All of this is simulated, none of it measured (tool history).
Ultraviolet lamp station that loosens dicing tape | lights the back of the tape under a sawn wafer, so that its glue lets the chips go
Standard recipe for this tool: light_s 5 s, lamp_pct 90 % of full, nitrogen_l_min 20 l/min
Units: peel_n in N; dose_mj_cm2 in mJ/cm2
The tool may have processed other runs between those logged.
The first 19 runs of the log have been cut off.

| run | hour | light_s | lamp_pct | nitrogen_l_min | hours of work of the lamp | hours of work since the window was cleaned | peel_n | dose_mj_cm2 |
|---|---|---|---|---|---|---|---|---|
| 20 | 525.2 | 5 | 90 | 20 | 381 | 81 | 0.655 | 318 |
| 21 | 542.4 | 5 | 79 | 20 | 391 | 91 | 0.850 | 277 |
| 22 | 561.6 | 5 | 85 | 15 | 401 | 101 | 0.968 | 294 |
| 23 | 582.0 | 9 | 85 | 9 | 413 | 113 | 0.446 | 533 |
| 24 | 606.3 | 6 | 76 | 24 | 426 | 126 | 0.578 | 314 |
| 25 | 627.9 | 6 | 88 | 18 | 438 | 138 | 0.539 | 360 |
| 26 | 665.5 | 6 | 88 | 18 | 459 | 159 | 0.533 | 352 |
| 27 | 701.3 | 5 | 80 | 29 | 479 | 179 | 0.730 | 264 |
| 28 | 731.3 | 9 | 71 | 20 | 495 | 195 | 0.367 | 417 |
| 29 | 746.7 | 6 | 61 | 10 | 504 | 204 | 1.822 | 241 |
| 30 | 771.8 | 2 | 90 | 25 | 518 | 218 | 2.883 | 118 |
| 31 | 795.4 | 2 | 90 | 37 | 531 | 231 | 2.420 | 116 |
| 32 | 827.9 | 2 | 90 | 37 | 549 | 249 | 2.454 | 114 |
| 33 | 846.0 | 8 | 90 | 20 | 559 | 259 | 0.319 | 458 |
| 34 | 880.7 | 8 | 90 | 20 | 578 | 278 | 0.317 | 450 |
| 35 | 901.0 | 4 | 99 | 15 | 589 | 289 | 1.341 | 247 |
| 36 | 927.6 | 4 | 99 | 15 | 604 | 304 | 1.322 | 248 |
| 37 | 955.8 | 4 | 99 | 15 | 619 | 319 | 1.338 | 244 |
| 38 | 983.1 | 2 | 78 | 15 | 635 | 335 | 4.231 | 100 |
| 39 | 1012.6 | 2 | 90 | 9 | 651 | 351 | 4.171 | 104 |
| 40 | 1030.8 | 3 | 74 | 8 | 661 | 361 | 3.817 | 131 |

Alternative continuations, all from the tool just after run 40; predict every row:
| A | 1058.8 | 3 | 74 | 19 | 676 | 376 | ? | ? |
| B | 1058.8 | 2 | 76 | 8 | 676 | 376 | ? | ? |
| C | 1058.8 | 3 | 65 | 8 | 676 | 376 | ? | ? |
| D | 1058.8 | 7 | 87 | 9 | 676 | 376 | ? | ? |

| run | peel_n | dose_mj_cm2 |
|---|---|---|
| A | 2.787 | 131 |
| B | 4.975 | 90 |
| C | 4.199 | 111 |
| D | 0.979 | 359 |
Stripped of hidden state, with their random variation kept, the same runs would have yielded:
| run | peel_n | dose_mj_cm2 |
|---|---|---|
| A | 1.776 | 187 |
| B | 3.963 | 127 |
| C | 3.143 | 160 |
| D | 0.480 | 510 |
